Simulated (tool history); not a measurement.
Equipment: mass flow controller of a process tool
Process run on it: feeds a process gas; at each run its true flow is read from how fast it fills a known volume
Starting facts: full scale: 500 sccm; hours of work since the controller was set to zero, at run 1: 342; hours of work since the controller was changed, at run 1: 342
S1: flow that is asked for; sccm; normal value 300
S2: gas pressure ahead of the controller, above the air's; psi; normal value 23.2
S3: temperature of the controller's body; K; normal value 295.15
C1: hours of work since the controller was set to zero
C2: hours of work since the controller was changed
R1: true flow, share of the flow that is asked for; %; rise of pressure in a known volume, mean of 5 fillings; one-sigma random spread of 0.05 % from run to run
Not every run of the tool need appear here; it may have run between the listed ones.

{"run": 1, "hour": 0.0, "S1": 300, "S2": 23.2, "S3": 295.15, "C1": 342, "C2": 342, "R1": 99.02}
{"run": 2, "hour": 50.0, "S1": 300, "S2": 23.2, "S3": 295.15, "C1": 371, "C2": 371, "R1": 99.03}
{"run": 3, "hour": 123.3, "S1": 300, "S2": 23.2, "S3": 295.15, "C1": 414, "C2": 414, "R1": 98.99}
{"run": 4, "hour": 200.6, "S1": 300, "S2": 23.2, "S3": 304.15, "C1": 459, "C2": 459, "R1": 98.31}
{"run": 5, "hour": 267.4, "S1": 300, "S2": 23.2, "S3": 304.15, "C1": 498, "C2": 498, "R1": 98.3}
{"run": 6, "hour": 324.0, "S1": 300, "S2": 23.2, "S3": 301.15, "C1": 531, "C2": 531, "R1": 98.59}
{"run": 7, "hour": 381.9, "S1": 300, "S2": 23.2, "S3": 295.15, "C1": 565, "C2": 565, "R1": 98.98}
{"run": 8, "hour": 454.4, "S1": 300, "S2": 23.2, "S3": 295.15, "C1": 607, "C2": 607, "R1": 98.93}
{"run": 9, "hour": 495.9, "S1": 300, "S2": 23.2, "S3": 295.15, "C1": 631, "C2": 631, "R1": 98.94}
{"run": 10, "hour": 581.2, "S1": 300, "S2": 21.5, "S3": 295.15, "C1": 681, "C2": 681, "R1": 98.86}
{"run": 11, "hour": 655.3, "S1": 300, "S2": 21.5, "S3": 295.15, "C1": 724, "C2": 724, "R1": 98.86}
{"run": 12, "hour": 706.5, "S1": 300, "S2": 21.5, "S3": 295.15, "C1": 754, "C2": 754, "R1": 98.95}
{"run": 13, "hour": 761.3, "S1": 300, "S2": 23.2, "S3": 297.15, "C1": 786, "C2": 786, "R1": 98.96}
{"run": 14, "hour": 803.6, "S1": 300, "S2": 23.2, "S3": 303.15, "C1": 811, "C2": 811, "R1": 98.33}
{"run": 15, "hour": 866.8, "S1": 300, "S2": 23.2, "S3": 295.15, "C1": 848, "C2": 848, "R1": 98.94}
{"run": 16, "hour": 915.8, "S1": 300, "S2": 40.3, "S3": 295.15, "C1": 877, "C2": 877, "R1": 99.9}
{"run": 17, "hour": 964.2, "S1": 300, "S2": 40.3, "S3": 295.15, "C1": 905, "C2": 905, "R1": 99.79}
{"run": 18, "hour": 1025.5, "S1": 300, "S2": 40.3, "S3": 295.15, "C1": 941, "C2": 941, "R1": 99.81}
{"run": 19, "hour": 1072.4, "S1": 300, "S2": 40.3, "S3": 295.15, "C1": 968, "C2": 968, "R1": 99.74}
{"run": 20, "hour": 1140.3, "S1": 300, "S2": 23.2, "S3": 295.15, "C1": 1008, "C2": 1008, "R1": 98.94}
{"run": 21, "hour": 1210.9, "S1": 300, "S2": 39.3, "S3": 295.15, "C1": 1049, "C2": 1049, "R1": 99.77}
{"run": 22, "hour": 1279.7, "S1": 300, "S2": 39.3, "S3": 295.15, "C1": 1089, "C2": 1089, "R1": 99.79}
{"run": 23, "hour": 1361.1, "S1": 300, "S2": 23.2, "S3": 295.15, "C1": 1137, "C2": 1137, "R1": 99.03}
{"run": 24, "hour": 1440.5, "S1": 300, "S2": 23.2, "S3": 295.15, "C1": 1183, "C2": 1183, "R1": 99.07}
{"run": 25, "hour": 1476.9, "S1": 300, "S2": 23.2, "S3": 295.15, "C1": 1204, "C2": 1204, "R1": 99.01}
{"run": 26, "hour": 1523.3, "S1": 78, "S2": 37.1, "S3": 302.15, "C1": 1231, "C2": 1231, "R1": 98.43}
{"run": 27, "hour": 1588.6, "S1": 133, "S2": 34.8, "S3": 304.15, "C1": 1269, "C2": 1269, "R1": 98.26}
{"run": 28, "hour": 1657.0, "S1": 133, "S2": 34.8, "S3": 304.15, "C1": 1309, "C2": 1309, "R1": 98.18}
{"run": 29, "hour": 1729.7, "S1": 320, "S2": 34.8, "S3": 304.15, "C1": 1352, "C2": 1352, "R1": 98.92}
{"run": 30, "hour": 1806.6, "S1": 65, "S2": 23.2, "S3": 295.15, "C1": 1397, "C2": 1397, "R1": 98.36}
{"run": 31, "hour": 1885.1, "S1": 124, "S2": 23.2, "S3": 295.15, "C1": 1443, "C2": 1443, "R1": 98.29}
{"hour": 1891.4, "done": "controller's zero set anew"}
{"run": 32, "hour": 1970.0, "S1": 210, "S2": 27.6, "S3": 295.15, "C1": 46, "C2": 1492, "R1": 98.84}
{"run": 33, "hour": 2037.2, "S1": 210, "S2": 27.6, "S3": 295.15, "C1": 85, "C2": 1531, "R1": 98.82}
{"run": 34, "hour": 2095.1, "S1": 357, "S2": 29.4, "S3": 305.15, "C1": 119, "C2": 1565, "R1": 98.78}
{"run": 35, "hour": 2159.0, "S1": 456, "S2": 29.4, "S3": 305.15, "C1": 156, "C2": 1602, "R1": 99.21}
{"hour": 2176.3, "done": "controller's zero set anew, once more"}
{"run": 36, "hour": 2242.4, "S1": 456, "S2": 29.4, "S3": 305.15, "C1": 39, "C2": 1651, "R1": 99.14}
{"run": 37, "hour": 2328.4, "S1": 169, "S2": 22.2, "S3": 305.15, "C1": 89, "C2": 1701, "R1": 97.54}
{"run": 38, "hour": 2403.9, "S1": 77, "S2": 21.6, "S3": 305.15, "C1": 133, "C2": 1745, "R1": 97.05}
{"run": 39, "hour": 2482.7, "S1": 139, "S2": 38.7, "S3": 303.15, "C1": 179, "C2": 1791, "R1": 98.29}
{"run": 40, "hour": 2565.8, "S1": 139, "S2": 38.7, "S3": 303.15, "C1": 227, "C2": 1840, "R1": 98.2}
{"run": 41, "hour": 2646.9, "S1": 139, "S2": 38.7, "S3": 303.15, "C1": 275, "C2": 1887, "R1": 98.27}
{"run": 42, "hour": 2698.1, "S1": 139, "S2": 38.7, "S3": 303.15, "C1": 305, "C2": 1917, "R1": 98.23}
{"run": 43, "hour": 2749.8, "S1": 53, "S2": 23.9, "S3": 295.15, "C1": 335, "C2": 1947, "R1": 97.95}
{"run": 44, "hour": 2799.8, "S1": 53, "S2": 23.9, "S3": 295.15, "C1": 364, "C2": 1976, "R1": 97.98}
{"run": 45, "hour": 2883.1, "S1": 53, "S2": 27.6, "S3": 295.15, "C1": 413, "C2": 2025, "R1": 98.25}
{"run": 46, "hour": 2957.9, "S1": 344, "S2": 27.8, "S3": 303.15, "C1": 456, "C2": 2068, "R1": 98.63}
{"run": 47, "hour": 3042.7, "S1": 80, "S2": 23.2, "S3": 297.15, "C1": 506, "C2": 2118, "R1": 97.81}
{"run": 48, "hour": 3090.4, "S1": 280, "S2": 32.8, "S3": 301.15, "C1": 534, "C2": 2146, "R1": 98.77}

Consider 4 possible next runs. They are alternatives, not a sequence: every one starts from the tool as it was left by run 48. What does each give?
{"run": "A", "hour": 3147.9, "S1": 260, "S2": 27.8, "S3": 301.15, "C1": 567, "C2": 2179, "R1": "?"}
{"run": "B", "hour": 3147.9, "S1": 280, "S2": 32.8, "S3": 307.15, "C1": 567, "C2": 2179, "R1": "?"}
{"run": "C", "hour": 3147.9, "S1": 247, "S2": 22.2, "S3": 298.15, "C1": 567, "C2": 2179, "R1": "?"}
{"run": "D", "hour": 3147.9, "S1": 59, "S2": 23.2, "S3": 298.15, "C1": 567, "C2": 2179, "R1": "?"}

run=A R1=98.37
run=B R1=98.34
run=C R1=98.24
run=D R1=97.77
Without the tool's unlogged condition, the same runs would have read:
run=A R1=98.49
run=B R1=98.47
run=C R1=98.36
run=D R1=97.47

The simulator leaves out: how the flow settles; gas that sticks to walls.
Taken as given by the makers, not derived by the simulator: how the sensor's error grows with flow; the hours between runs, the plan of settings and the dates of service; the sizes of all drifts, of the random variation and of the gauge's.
